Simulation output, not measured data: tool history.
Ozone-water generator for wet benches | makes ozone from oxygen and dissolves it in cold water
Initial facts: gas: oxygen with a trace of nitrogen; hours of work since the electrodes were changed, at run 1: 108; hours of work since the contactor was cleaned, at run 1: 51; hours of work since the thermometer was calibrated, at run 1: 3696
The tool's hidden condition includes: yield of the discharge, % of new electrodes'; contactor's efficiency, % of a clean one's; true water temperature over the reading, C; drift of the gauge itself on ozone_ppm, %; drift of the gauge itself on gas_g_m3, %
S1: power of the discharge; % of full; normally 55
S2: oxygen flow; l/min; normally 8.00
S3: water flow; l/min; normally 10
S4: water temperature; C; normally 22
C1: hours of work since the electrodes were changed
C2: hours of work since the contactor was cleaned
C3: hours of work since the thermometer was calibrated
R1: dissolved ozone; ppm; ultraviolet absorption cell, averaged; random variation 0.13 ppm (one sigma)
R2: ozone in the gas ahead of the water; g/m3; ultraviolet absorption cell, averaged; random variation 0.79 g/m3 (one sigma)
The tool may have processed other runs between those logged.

{"run": 1, "hour": 0.0, "S1": 55, "S2": 8.0, "S3": 10, "S4": 22, "C1": 108, "C2": 51, "C3": 3696, "R1": 18.7, "R2": 131.2}
{"run": 2, "hour": 22.3, "S1": 55, "S2": 8.0, "S3": 10, "S4": 22, "C1": 128, "C2": 71, "C3": 3715, "R1": 18.4, "R2": 132.5}
{"run": 3, "hour": 35.6, "S1": 55, "S2": 8.0, "S3": 10, "S4": 22, "C1": 140, "C2": 83, "C3": 3727, "R1": 18.4, "R2": 132.6}
{"run": 4, "hour": 53.3, "S1": 55, "S2": 8.0, "S3": 10, "S4": 22, "C1": 155, "C2": 98, "C3": 3743, "R1": 18.7, "R2": 132.4}
{"run": 5, "hour": 70.4, "S1": 55, "S2": 8.0, "S3": 10, "S4": 22, "C1": 171, "C2": 114, "C3": 3758, "R1": 18.6, "R2": 132.7}
{"run": 6, "hour": 96.1, "S1": 55, "S2": 8.0, "S3": 10, "S4": 22, "C1": 193, "C2": 136, "C3": 3781, "R1": 18.5, "R2": 132.3}
{"run": 7, "hour": 111.9, "S1": 55, "S2": 8.0, "S3": 10, "S4": 22, "C1": 207, "C2": 150, "C3": 3795, "R1": 18.8, "R2": 133.4}
{"run": 8, "hour": 131.0, "S1": 55, "S2": 8.0, "S3": 10, "S4": 19, "C1": 224, "C2": 167, "C3": 3812, "R1": 20.1, "R2": 132.0}
{"run": 9, "hour": 147.2, "S1": 55, "S2": 7.87, "S3": 10, "S4": 22, "C1": 239, "C2": 182, "C3": 3826, "R1": 18.8, "R2": 133.0}
{"run": 10, "hour": 168.5, "S1": 70, "S2": 8.0, "S3": 10, "S4": 22, "C1": 258, "C2": 201, "C3": 3845, "R1": 22.1, "R2": 157.1}
{"run": 11, "hour": 190.4, "S1": 70, "S2": 8.0, "S3": 10, "S4": 22, "C1": 277, "C2": 220, "C3": 3864, "R1": 21.9, "R2": 156.1}
{"run": 12, "hour": 218.8, "S1": 70, "S2": 8.0, "S3": 10, "S4": 22, "C1": 302, "C2": 245, "C3": 3890, "R1": 21.9, "R2": 158.3}
{"run": 13, "hour": 233.4, "S1": 70, "S2": 8.0, "S3": 10, "S4": 22, "C1": 315, "C2": 258, "C3": 3903, "R1": 22.1, "R2": 155.3}
{"run": 14, "hour": 258.2, "S1": 70, "S2": 8.0, "S3": 10, "S4": 22, "C1": 337, "C2": 280, "C3": 3925, "R1": 21.8, "R2": 157.3}
{"run": 15, "hour": 275.4, "S1": 78, "S2": 7.09, "S3": 10, "S4": 22, "C1": 352, "C2": 295, "C3": 3940, "R1": 24.7, "R2": 182.7}
{"run": 16, "hour": 296.3, "S1": 78, "S2": 7.09, "S3": 10, "S4": 22, "C1": 371, "C2": 314, "C3": 3958, "R1": 24.6, "R2": 182.2}

The next listed run, before its measurement:
{"run": 17, "hour": 326.2, "S1": 40, "S2": 7.09, "S3": 11, "S4": 22, "C1": 397, "C2": 340, "C3": 3985, "R1": "?", "R2": "?"}

Run 17 gave R1 14.5 ppm, R2 114.2 g/m3.
Had the tool carried no hidden state, the very same run would have given R1 14.8 ppm, R2 115.5 g/m3.
